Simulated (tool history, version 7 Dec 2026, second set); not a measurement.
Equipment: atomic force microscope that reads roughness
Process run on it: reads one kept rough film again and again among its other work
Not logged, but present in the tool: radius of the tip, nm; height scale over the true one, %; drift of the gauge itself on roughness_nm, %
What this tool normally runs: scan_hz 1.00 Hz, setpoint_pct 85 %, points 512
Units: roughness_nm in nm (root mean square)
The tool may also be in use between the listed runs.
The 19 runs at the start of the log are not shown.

| run | hour | scan_hz | setpoint_pct | points | pictures with this tip | hours of work since the height scale was calibrated | roughness_nm |
|---|---|---|---|---|---|---|---|
| 20 | 119.1 | 1.00 | 85 | 897 | 266 | 247 | 1.368 |
|  | 125.2 | new tip fitted |
| 21 | 126.3 | 1.00 | 85 | 512 | 2 | 251 | 2.091 |
| 22 | 133.7 | 0.94 | 85 | 512 | 13 | 255 | 2.038 |
| 23 | 139.9 | 1.00 | 85 | 512 | 23 | 258 | 1.990 |
| 24 | 148.1 | 1.00 | 85 | 512 | 35 | 263 | 1.955 |
| 25 | 154.4 | 1.00 | 85 | 512 | 45 | 267 | 1.923 |
| 26 | 159.9 | 1.00 | 85 | 512 | 53 | 270 | 1.906 |
| 27 | 166.6 | 1.21 | 78 | 378 | 63 | 274 | 1.866 |
| 28 | 170.6 | 2.46 | 71 | 301 | 70 | 276 | 1.780 |
| 29 | 178.1 | 2.46 | 71 | 301 | 81 | 280 | 1.734 |
| 30 | 185.3 | 2.46 | 71 | 301 | 92 | 285 | 1.708 |
| 31 | 192.0 | 0.55 | 85 | 458 | 102 | 288 | 1.811 |
| 32 | 201.2 | 1.25 | 56 | 329 | 116 | 294 | 1.815 |
| 33 | 206.4 | 1.00 | 77 | 299 | 124 | 297 | 1.694 |
| 34 | 214.2 | 1.00 | 77 | 299 | 136 | 301 | 1.686 |
| 35 | 219.0 | 1.00 | 77 | 299 | 144 | 304 | 1.636 |
| 36 | 225.5 | 3.90 | 80 | 486 | 154 | 308 | 1.338 |
| 37 | 229.6 | 1.08 | 80 | 981 | 160 | 310 | 1.621 |
| 38 | 235.6 | 0.53 | 86 | 720 | 169 | 314 | 1.632 |

Run 39 is up next; what results do you expect?
| 39 | 242.4 | 3.26 | 59 | 524 | 179 | 317 | ? |

roughness_nm: 1.567 nm (root mean square)
Minus the tool's unlogged condition, the same run would have read roughness_nm 2.148 nm (root mean square).
